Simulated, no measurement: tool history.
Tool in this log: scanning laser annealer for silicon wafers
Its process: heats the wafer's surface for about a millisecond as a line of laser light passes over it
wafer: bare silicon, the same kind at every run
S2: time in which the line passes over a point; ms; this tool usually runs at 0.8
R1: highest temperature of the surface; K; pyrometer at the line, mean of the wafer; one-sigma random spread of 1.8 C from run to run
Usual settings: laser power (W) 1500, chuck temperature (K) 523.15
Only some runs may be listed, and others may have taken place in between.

run 1 hour=0 | laser_power_(W)=1500 S2=0.8 chuck_temperature_(K)=523.15 | R1=1329.15
run 2 hour=20.5 | laser_power_(W)=1500 S2=0.8 chuck_temperature_(K)=523.15 | R1=1332.15
run 3 hour=40.8 | laser_power_(W)=1286 S2=0.8 chuck_temperature_(K)=523.15 | R1=1194.15
run 4 hour=62.7 | laser_power_(W)=1286 S2=0.8 chuck_temperature_(K)=523.15 | R1=1192.15
run 5 hour=81.2 | laser_power_(W)=1500 S2=0.8 chuck_temperature_(K)=523.15 | R1=1326.15
run 6 hour=101.1 | laser_power_(W)=1500 S2=0.8 chuck_temperature_(K)=523.15 | R1=1324.15
run 7 hour=120 | laser_power_(W)=1500 S2=0.8 chuck_temperature_(K)=542.15 | R1=1345.15
run 8 hour=132.7 | laser_power_(W)=1500 S2=0.8 chuck_temperature_(K)=542.15 | R1=1342.15
run 9 hour=161 | laser_power_(W)=1500 S2=0.8 chuck_temperature_(K)=542.15 | R1=1341.15
run 10 hour=184.2 | laser_power_(W)=1500 S2=0.8 chuck_temperature_(K)=542.15 | R1=1342.15
run 11 hour=196.2 | laser_power_(W)=1500 S2=0.8 chuck_temperature_(K)=542.15 | R1=1340.15
run 12 hour=223 | laser_power_(W)=1409 S2=0.939 chuck_temperature_(K)=542.15 | R1=1348.15
run 13 hour=239 | laser_power_(W)=1409 S2=0.939 chuck_temperature_(K)=542.15 | R1=1344.15
run 14 hour=262.3 | laser_power_(W)=1523 S2=0.649 chuck_temperature_(K)=546.15 | R1=1279.15
run 15 hour=290 | laser_power_(W)=1500 S2=0.941 chuck_temperature_(K)=495.15 | R1=1361.15
run 16 hour=312 | laser_power_(W)=1287 S2=0.8 chuck_temperature_(K)=523.15 | R1=1188.15
run 17 hour=328.1 | laser_power_(W)=1587 S2=0.79 chuck_temperature_(K)=552.15 | R1=1398.15
run 18 hour=350.8 | laser_power_(W)=1587 S2=0.79 chuck_temperature_(K)=552.15 | R1=1396.15
run 19 hour=372.9 | laser_power_(W)=1587 S2=0.79 chuck_temperature_(K)=552.15 | R1=1397.15
run 20 hour=387.3 | laser_power_(W)=1500 S2=0.984 chuck_temperature_(K)=511.15 | R1=1393.15
run 21 hour=399.6 | laser_power_(W)=1500 S2=0.984 chuck_temperature_(K)=511.15 | R1=1391.15
run 22 hour=412.4 | laser_power_(W)=1500 S2=0.8 chuck_temperature_(K)=517.15 | R1=1309.15

Predict each of these 5 candidate next runs independently; none follows another, all start after run 22:
run A hour=437.5 | laser_power_(W)=1280 S2=0.687 chuck_temperature_(K)=522.15 | R1=?
run B hour=437.5 | laser_power_(W)=1334 S2=0.8 chuck_temperature_(K)=501.15 | R1=?
run C hour=437.5 | laser_power_(W)=1483 S2=0.707 chuck_temperature_(K)=505.15 | R1=?
run D hour=437.5 | laser_power_(W)=1500 S2=0.846 chuck_temperature_(K)=523.15 | R1=?
run E hour=437.5 | laser_power_(W)=1500 S2=0.821 chuck_temperature_(K)=523.15 | R1=?

run=A R1=1130.15
run=B R1=1190.15
run=C R1=1236.15
run=D R1=1337.15
run=E R1=1325.15
Stripped of hidden state, with their random variation kept, the same runs would have yielded:
run=A R1=1154.15
run=B R1=1217.15
run=C R1=1264.15
run=D R1=1368.15
run=E R1=1356.15
